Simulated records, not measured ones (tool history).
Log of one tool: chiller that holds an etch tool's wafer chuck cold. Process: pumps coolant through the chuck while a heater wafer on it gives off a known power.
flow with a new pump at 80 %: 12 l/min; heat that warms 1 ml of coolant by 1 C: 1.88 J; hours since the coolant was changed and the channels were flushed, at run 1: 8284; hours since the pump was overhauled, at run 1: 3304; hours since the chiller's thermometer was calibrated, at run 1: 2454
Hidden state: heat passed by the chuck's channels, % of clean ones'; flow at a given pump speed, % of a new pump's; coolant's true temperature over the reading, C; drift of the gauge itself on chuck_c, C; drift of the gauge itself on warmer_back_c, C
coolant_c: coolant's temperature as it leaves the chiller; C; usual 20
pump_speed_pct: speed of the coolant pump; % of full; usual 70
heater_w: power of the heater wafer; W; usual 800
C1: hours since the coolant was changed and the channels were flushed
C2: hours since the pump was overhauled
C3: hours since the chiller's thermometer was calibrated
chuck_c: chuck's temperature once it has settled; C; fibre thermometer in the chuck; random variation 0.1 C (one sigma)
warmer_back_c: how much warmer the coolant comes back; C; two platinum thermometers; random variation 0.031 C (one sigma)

run 1 hour=0 | coolant_c=20 pump_speed_pct=70 heater_w=800 | C1=8284 C2=3304 C3=2454 | chuck_c=27.7 warmer_back_c=2.48
run 2 hour=102.6 | coolant_c=11 pump_speed_pct=70 heater_w=800 | C1=8387 C2=3407 C3=2557 | chuck_c=18.9 warmer_back_c=2.53
run 3 hour=204.6 | coolant_c=20 pump_speed_pct=70 heater_w=800 | C1=8489 C2=3509 C3=2659 | chuck_c=28 warmer_back_c=2.52
run 4 hour=303 | coolant_c=20 pump_speed_pct=73 heater_w=800 | C1=8587 C2=3607 C3=2757 | chuck_c=27.8 warmer_back_c=2.4
run 5 hour=434.3 | coolant_c=20 pump_speed_pct=89 heater_w=800 | C1=8719 C2=3738 C3=2889 | chuck_c=26.7 warmer_back_c=2
run 6 hour=504.8 | coolant_c=20 pump_speed_pct=89 heater_w=800 | C1=8789 C2=3809 C3=2959 | chuck_c=26.9 warmer_back_c=2.01
run 7 hour=609.4 | coolant_c=20 pump_speed_pct=89 heater_w=800 | C1=8894 C2=3914 C3=3064 | chuck_c=26.9 warmer_back_c=2.04
run 8 hour=752.6 | coolant_c=20 pump_speed_pct=89 heater_w=800 | C1=9037 C2=4057 C3=3207 | chuck_c=27.1 warmer_back_c=2
run 9 hour=891.2 | coolant_c=20 pump_speed_pct=89 heater_w=800 | C1=9175 C2=4195 C3=3345 | chuck_c=27 warmer_back_c=2
run 10 hour=965 | coolant_c=14 pump_speed_pct=89 heater_w=800 | C1=9249 C2=4269 C3=3419 | chuck_c=21.1 warmer_back_c=2
run 11 hour=1073.3 | coolant_c=14 pump_speed_pct=89 heater_w=800 | C1=9358 C2=4378 C3=3528 | chuck_c=21.1 warmer_back_c=2.07
-- hour=1159.2 coolant changed, channels flushed
run 12 hour=1245 | coolant_c=17 pump_speed_pct=89 heater_w=800 | C1=86 C2=4543 C3=3693 | chuck_c=23 warmer_back_c=2.06
-- hour=1254.6 chiller's thermometer calibrated
run 13 hour=1407.5 | coolant_c=17 pump_speed_pct=89 heater_w=800 | C1=247 C2=4705 C3=153 | chuck_c=23 warmer_back_c=2.03
run 14 hour=1569.9 | coolant_c=17 pump_speed_pct=89 heater_w=800 | C1=410 C2=4867 C3=315 | chuck_c=22.7 warmer_back_c=2.01
-- hour=1608.4 chiller's thermometer calibrated, once more
run 15 hour=1701.8 | coolant_c=20 pump_speed_pct=70 heater_w=800 | C1=541 C2=4998 C3=93 | chuck_c=26.8 warmer_back_c=2.59
run 16 hour=1839.8 | coolant_c=23 pump_speed_pct=78 heater_w=800 | C1=679 C2=5136 C3=231 | chuck_c=29.3 warmer_back_c=2.35
run 17 hour=1946.7 | coolant_c=11 pump_speed_pct=67 heater_w=424 | C1=786 C2=5243 C3=338 | chuck_c=14.8 warmer_back_c=1.4
run 18 hour=2055.3 | coolant_c=20 pump_speed_pct=87 heater_w=800 | C1=894 C2=5351 C3=447 | chuck_c=26 warmer_back_c=2.08
run 19 hour=2175.1 | coolant_c=20 pump_speed_pct=87 heater_w=800 | C1=1014 C2=5471 C3=567 | chuck_c=26 warmer_back_c=2.08
run 20 hour=2278.5 | coolant_c=26 pump_speed_pct=86 heater_w=800 | C1=1117 C2=5575 C3=670 | chuck_c=32 warmer_back_c=2.1
run 21 hour=2398 | coolant_c=14 pump_speed_pct=66 heater_w=653 | C1=1237 C2=5694 C3=790 | chuck_c=19.8 warmer_back_c=2.2
run 22 hour=2518.6 | coolant_c=15 pump_speed_pct=91 heater_w=736 | C1=1357 C2=5815 C3=910 | chuck_c=20.3 warmer_back_c=1.81
run 23 hour=2668 | coolant_c=15 pump_speed_pct=91 heater_w=736 | C1=1507 C2=5964 C3=1060 | chuck_c=20.5 warmer_back_c=1.84
run 24 hour=2819.3 | coolant_c=15 pump_speed_pct=91 heater_w=736 | C1=1658 C2=6116 C3=1211 | chuck_c=20.2 warmer_back_c=1.82
run 25 hour=2948.8 | coolant_c=15 pump_speed_pct=68 heater_w=766 | C1=1788 C2=6245 C3=1340 | chuck_c=21.5 warmer_back_c=2.54
run 26 hour=3056.5 | coolant_c=15 pump_speed_pct=68 heater_w=766 | C1=1895 C2=6353 C3=1448 | chuck_c=21.7 warmer_back_c=2.51
run 27 hour=3205.1 | coolant_c=15 pump_speed_pct=68 heater_w=766 | C1=2044 C2=6501 C3=1597 | chuck_c=21.7 warmer_back_c=2.53
run 28 hour=3334.2 | coolant_c=15 pump_speed_pct=68 heater_w=766 | C1=2173 C2=6630 C3=1726 | chuck_c=21.9 warmer_back_c=2.54
run 29 hour=3503.6 | coolant_c=19 pump_speed_pct=68 heater_w=766 | C1=2342 C2=6800 C3=1895 | chuck_c=25.7 warmer_back_c=2.57
run 30 hour=3667.9 | coolant_c=16 pump_speed_pct=70 heater_w=800 | C1=2507 C2=6964 C3=2060 | chuck_c=23 warmer_back_c=2.57

Forecast each of these 3 alternatives for the next run:
run A hour=3781 | coolant_c=20 pump_speed_pct=85 heater_w=857 | C1=2620 C2=7077 C3=2173 | chuck_c=? warmer_back_c=?
run B hour=3781 | coolant_c=13 pump_speed_pct=66 heater_w=778 | C1=2620 C2=7077 C3=2173 | chuck_c=? warmer_back_c=?
run C hour=3781 | coolant_c=20 pump_speed_pct=76 heater_w=486 | C1=2620 C2=7077 C3=2173 | chuck_c=? warmer_back_c=?

run=A chuck_c=26.8 warmer_back_c=2.34
run=B chuck_c=19.9 warmer_back_c=2.69
run=C chuck_c=24.1 warmer_back_c=1.5
Without the tool's hidden state the same runs would have given:
run=A chuck_c=26.3 warmer_back_c=2.17
run=B chuck_c=19.4 warmer_back_c=2.49
run=C chuck_c=23.8 warmer_back_c=1.4
